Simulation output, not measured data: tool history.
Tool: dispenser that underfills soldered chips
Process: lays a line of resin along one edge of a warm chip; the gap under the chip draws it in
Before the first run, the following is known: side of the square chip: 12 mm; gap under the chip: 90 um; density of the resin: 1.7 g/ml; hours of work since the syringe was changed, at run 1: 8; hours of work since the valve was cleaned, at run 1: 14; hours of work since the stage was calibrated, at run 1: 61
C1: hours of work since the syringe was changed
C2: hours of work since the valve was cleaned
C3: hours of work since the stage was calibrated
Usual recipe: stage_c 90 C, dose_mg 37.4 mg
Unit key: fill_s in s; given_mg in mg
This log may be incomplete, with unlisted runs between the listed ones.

Run 1, hour 0.0: usual settings; C1 8; C2 14; C3 61. Result: fill_s 26.1 s, given_mg 37.28 mg.
At hour 1.3: new syringe of resin.
Run 2, hour 7.8: usual settings but dose_mg 34.1 mg; C1 5; C2 20; C3 67. Result: fill_s 23.3 s, given_mg 33.62 mg.
At hour 12.5: new syringe of resin.
Run 3, hour 15.0: usual settings but dose_mg 32.6 mg; C1 2; C2 26; C3 73. Result: fill_s 20.4 s, given_mg 32.18 mg.
At hour 23.6: new syringe of resin.
Run 4, hour 24.4: usual settings but dose_mg 32.6 mg; C1 1; C2 33; C3 80. Result: fill_s 18.7 s, given_mg 31.81 mg.
Run 5, hour 33.4: usual settings but dose_mg 35.0 mg; C1 8; C2 40; C3 87. Result: fill_s 25.4 s, given_mg 34.05 mg.
At hour 34.7: new syringe of resin.
Run 6, hour 43.7: usual settings; C1 7; C2 48; C3 95. Result: fill_s 24.8 s, given_mg 36.19 mg.
At hour 45.7: new syringe of resin.
Run 7, hour 53.0: usual settings; C1 6; C2 55; C3 102. Result: fill_s 23.2 s, given_mg 36.00 mg.
At hour 56.7: new syringe of resin.
Run 8, hour 59.6: usual settings but dose_mg 33.3 mg; C1 2; C2 60; C3 108. Result: fill_s 20.6 s, given_mg 31.90 mg.
At hour 68.3: new syringe of resin.
Run 9, hour 70.0: usual settings but dose_mg 33.3 mg; C1 1; C2 68; C3 116. Result: fill_s 19.9 s, given_mg 31.72 mg.
Run 10, hour 75.2: usual settings but dose_mg 33.3 mg; C1 6; C2 73; C3 120. Result: fill_s 23.2 s, given_mg 31.66 mg.
At hour 79.8: new syringe of resin.
At hour 81.4: dispensing valve cleaned and set on the balance.
Run 11, hour 85.2: usual settings but stage_c 96 C; C1 4; C2 3; C3 127. Result: fill_s 16.6 s, given_mg 37.26 mg.
Run 12, hour 90.8: usual settings but stage_c 96 C; C1 8; C2 8; C3 131. Result: fill_s 19.7 s, given_mg 37.49 mg.
At hour 92.0: new syringe of resin.
Run 13, hour 99.1: usual settings; C1 6; C2 14; C3 137. Result: fill_s 23.0 s, given_mg 36.89 mg.
At hour 103.1: new syringe of resin.
Run 14, hour 110.4: usual settings; C1 6; C2 23; C3 146. Result: fill_s 23.4 s, given_mg 37.04 mg.
At hour 113.8: new syringe of resin.
Run 15, hour 120.3: usual settings but stage_c 102 C; C1 5; C2 30; C3 154. Result: fill_s 13.9 s, given_mg 36.65 mg.
At hour 124.9: new syringe of resin.
Run 16, hour 131.3: usual settings but stage_c 102 C; C1 5; C2 39; C3 162. Result: fill_s 13.2 s, given_mg 36.46 mg.
At hour 135.9: new syringe of resin.
Run 17, hour 138.8: usual settings; C1 2; C2 45; C3 168. Result: fill_s 20.1 s, given_mg 36.51 mg.
At hour 146.6: new syringe of resin.
Run 18, hour 148.8: usual settings; C1 2; C2 52; C3 176. Result: fill_s 19.8 s, given_mg 36.01 mg.
At hour 157.3: new syringe of resin.
Run 19, hour 159.4: usual settings but stage_c 77 C, dose_mg 39.8 mg; C1 2; C2 60; C3 184. Result: fill_s 35.2 s, given_mg 37.92 mg.
Run 20, hour 166.3: usual settings but dose_mg 34.4 mg; C1 7; C2 66; C3 190. Result: fill_s 25.1 s, given_mg 33.07 mg.
At hour 168.1: new syringe of resin.
Run 21, hour 171.5: usual settings but stage_c 78 C, dose_mg 33.6 mg; C1 3; C2 70; C3 193. Result: fill_s 35.1 s, given_mg 31.86 mg.
At hour 179.1: new syringe of resin.
At hour 180.7: dispensing valve cleaned and set on the balance.
Run 22, hour 181.3: usual settings but stage_c 78 C, dose_mg 33.6 mg; C1 1; C2 1; C3 200. Result: fill_s 32.9 s, given_mg 33.58 mg.
Run 23, hour 187.2: usual settings but stage_c 93 C, dose_mg 43.4 mg; C1 6; C2 5; C3 205. Result: fill_s 19.2 s, given_mg 43.55 mg.
At hour 190.9: new syringe of resin.
Run 24, hour 193.0: usual settings but stage_c 92 C, dose_mg 37.7 mg; C1 2; C2 10; C3 209. Result: fill_s 17.5 s, given_mg 37.25 mg.
Run 25, hour 200.2: usual settings but stage_c 78 C, dose_mg 36.3 mg; C1 7; C2 15; C3 215. Result: fill_s 42.6 s, given_mg 36.00 mg.
At hour 202.1: new syringe of resin.
Run 26, hour 210.5: usual settings but stage_c 79 C, dose_mg 47.4 mg; C1 7; C2 23; C3 223. Result: fill_s 37.9 s, given_mg 46.40 mg.
At hour 212.8: new syringe of resin.
Run 27, hour 220.6: usual settings but dose_mg 37.0 mg; C1 6; C2 31; C3 231. Result: fill_s 23.7 s, given_mg 36.13 mg.
At hour 223.8: new syringe of resin.
Run 28, hour 230.9: usual settings but dose_mg 37.0 mg; C1 6; C2 39; C3 239. Result: fill_s 22.9 s, given_mg 36.04 mg.
At hour 234.8: new syringe of resin.
Run 29, hour 240.1: usual settings but stage_c 77 C, dose_mg 36.6 mg; C1 4; C2 46; C3 246. Result: fill_s 38.9 s, given_mg 35.51 mg.
At hour 245.9: new syringe of resin.
Run 30, hour 247.0: usual settings but stage_c 88 C, dose_mg 45.9 mg; C1 1; C2 51; C3 251. Result: fill_s 20.2 s, given_mg 44.36 mg.
Run 31, hour 252.7: usual settings but stage_c 95 C, dose_mg 38.7 mg; C1 5; C2 56; C3 256. Result: fill_s 17.9 s, given_mg 36.97 mg.
At hour 256.9: new syringe of resin.
Run 32, hour 262.1: usual settings but stage_c 95 C, dose_mg 38.7 mg; C1 4; C2 63; C3 263. Result: fill_s 18.1 s, given_mg 36.91 mg.
At hour 268.1: new syringe of resin.
Run 33, hour 271.2: usual settings but stage_c 81 C, dose_mg 48.3 mg; C1 2; C2 70; C3 270. Result: fill_s 28.2 s, given_mg 46.11 mg.
Run 34, hour 278.2: usual settings but stage_c 81 C, dose_mg 48.3 mg; C1 8; C2 76; C3 275. Result: fill_s 36.1 s, given_mg 45.58 mg.
At hour 279.4: new syringe of resin.
At hour 280.4: dispensing valve cleaned and set on the balance.
At hour 291.1: new syringe of resin.
Run 35, hour 291.1: usual settings but stage_c 76 C, dose_mg 44.2 mg; C1 0; C2 8; C3 284. Result: fill_s 33.2 s, given_mg 44.07 mg.
Run 36, hour 300.5: usual settings but stage_c 76 C, dose_mg 36.5 mg; C1 8; C2 16; C3 292. Result: fill_s 46.6 s, given_mg 35.98 mg.

What if the next run were any one of these 3? Each begins from the tool's condition after run 36:
At hour 302.2: new syringe of resin.
Run A, hour 308.6: usual settings but stage_c 102 C, dose_mg 35.7 mg; C1 5; C2 22; C3 298. Result: fill_s ?, given_mg ?.
At hour 302.2: new syringe of resin.
Run B, hour 308.6: usual settings but stage_c 81 C, dose_mg 32.2 mg; C1 5; C2 22; C3 298. Result: fill_s ?, given_mg ?.
At hour 302.2: new syringe of resin.
Run C, hour 308.6: usual settings but stage_c 76 C, dose_mg 36.5 mg; C1 5; C2 22; C3 298. Result: fill_s ?, given_mg ?.

run  fill_s  given_mg
  A    13.1     35.06
  B    32.7     31.49
  C    40.6     35.79
With no hidden state in the tool, these same runs would have given:
run  fill_s  given_mg
  A    11.1     35.61
  B    28.1     31.98
  C    34.8     36.35
